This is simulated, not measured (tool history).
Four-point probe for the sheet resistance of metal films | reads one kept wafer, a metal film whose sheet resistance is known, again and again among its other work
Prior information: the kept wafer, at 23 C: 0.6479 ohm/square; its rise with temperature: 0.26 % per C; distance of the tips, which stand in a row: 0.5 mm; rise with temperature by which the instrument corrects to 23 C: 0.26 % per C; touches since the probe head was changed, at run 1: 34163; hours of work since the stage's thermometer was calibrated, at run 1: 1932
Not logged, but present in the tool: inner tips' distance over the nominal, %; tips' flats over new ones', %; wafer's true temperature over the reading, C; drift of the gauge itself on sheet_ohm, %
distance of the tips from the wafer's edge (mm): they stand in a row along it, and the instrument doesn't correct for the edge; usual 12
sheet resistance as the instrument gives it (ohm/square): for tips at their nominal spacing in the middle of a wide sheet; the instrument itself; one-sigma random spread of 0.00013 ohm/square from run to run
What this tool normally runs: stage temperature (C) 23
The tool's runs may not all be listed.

| run | hour | stage temperature (C) | distance of the tips from the wafer's edge (mm) | touches since the probe head was changed | hours of work since the stage's thermometer was calibrated | sheet resistance as the instrument gives it (ohm/square) |
|---|---|---|---|---|---|---|
| 1 | 0.0 | 23 | 12 | 34163 | 1932 | 0.644792 |
| 2 | 44.2 | 23 | 12 | 34949 | 1967 | 0.644830 |
| 3 | 92.4 | 23 | 12 | 35807 | 2005 | 0.644842 |
| 4 | 138.2 | 23 | 12 | 36620 | 2041 | 0.644677 |
| 5 | 192.0 | 23 | 12 | 37579 | 2084 | 0.644702 |
| 6 | 235.7 | 23 | 12 | 38355 | 2118 | 0.644749 |
| 7 | 283.5 | 23 | 12 | 39205 | 2156 | 0.644888 |
| 8 | 310.7 | 23 | 52 | 39689 | 2177 | 0.644250 |
| 9 | 366.2 | 23 | 52 | 40677 | 2221 | 0.644107 |
| 10 | 392.1 | 23 | 6 | 41137 | 2241 | 0.646503 |
|  | 423.7 | stage's thermometer calibrated |
| 11 | 442.7 | 23 | 6 | 42028 | 15 | 0.645690 |
| 12 | 476.3 | 23 | 6 | 42625 | 41 | 0.645658 |
| 13 | 520.5 | 23 | 6 | 43411 | 76 | 0.645568 |
| 14 | 551.8 | 23 | 6 | 43969 | 101 | 0.645564 |
| 15 | 609.5 | 23 | 6 | 44994 | 146 | 0.645375 |
| 16 | 668.0 | 23 | 6 | 46035 | 193 | 0.645669 |
| 17 | 719.7 | 24 | 12 | 46954 | 233 | 0.643406 |
| 18 | 746.4 | 24 | 12 | 47429 | 254 | 0.643665 |
| 19 | 772.7 | 23 | 11 | 47897 | 275 | 0.643480 |
| 20 | 825.5 | 23 | 11 | 48836 | 317 | 0.643817 |
| 21 | 853.3 | 23 | 11 | 49330 | 339 | 0.643828 |
| 22 | 883.4 | 23 | 11 | 49866 | 362 | 0.643725 |
| 23 | 914.8 | 25 | 12 | 50424 | 387 | 0.643472 |
| 24 | 972.4 | 25 | 12 | 51449 | 433 | 0.643662 |
| 25 | 1008.5 | 25 | 12 | 52090 | 461 | 0.643607 |
| 26 | 1056.4 | 24 | 5 | 52943 | 499 | 0.646540 |
| 27 | 1113.2 | 31 | 4 | 53952 | 544 | 0.648182 |
| 28 | 1155.0 | 24 | 21 | 54697 | 577 | 0.643361 |
| 29 | 1194.9 | 23 | 4 | 55406 | 608 | 0.648042 |
| 30 | 1239.6 | 23 | 4 | 56201 | 643 | 0.648444 |
| 31 | 1273.2 | 23 | 4 | 56798 | 670 | 0.648296 |
| 32 | 1327.9 | 31 | 42 | 57771 | 713 | 0.643020 |
| 33 | 1376.7 | 25 | 7 | 58639 | 751 | 0.644531 |
| 34 | 1413.6 | 25 | 7 | 59295 | 780 | 0.644559 |
| 35 | 1463.9 | 25 | 7 | 60191 | 820 | 0.644637 |
| 36 | 1513.2 | 25 | 4 | 61066 | 859 | 0.648334 |
| 37 | 1557.1 | 25 | 4 | 61848 | 894 | 0.648213 |
| 38 | 1605.1 | 30 | 12 | 62701 | 931 | 0.643478 |
| 39 | 1631.3 | 22 | 11 | 63167 | 952 | 0.643342 |
| 40 | 1688.9 | 29 | 41 | 64193 | 997 | 0.642879 |
| 41 | 1737.2 | 32 | 32 | 65052 | 1036 | 0.642703 |
| 42 | 1762.3 | 29 | 16 | 65498 | 1055 | 0.643111 |
| 43 | 1788.3 | 34 | 42 | 65959 | 1076 | 0.642856 |
| 44 | 1828.6 | 26 | 15 | 66677 | 1108 | 0.643098 |
| 45 | 1880.0 | 26 | 15 | 67590 | 1148 | 0.642959 |

Branching from run 45: 3 alternative next runs. What would each branch give?
| A | 1927.9 | 22 | 8 | 68442 | 1186 | ? |
| B | 1927.9 | 32 | 11 | 68442 | 1186 | ? |
| C | 1927.9 | 20 | 4 | 68442 | 1186 | ? |

| run | sheet resistance as the instrument gives it (ohm/square) |
|---|---|
| A | 0.644074 |
| B | 0.643506 |
| C | 0.648061 |
With the hidden condition removed and each run's random variation left untouched, the same runs would have given:
| run | sheet resistance as the instrument gives it (ohm/square) |
|---|---|
| A | 0.649278 |
| B | 0.648720 |
| C | 0.653291 |
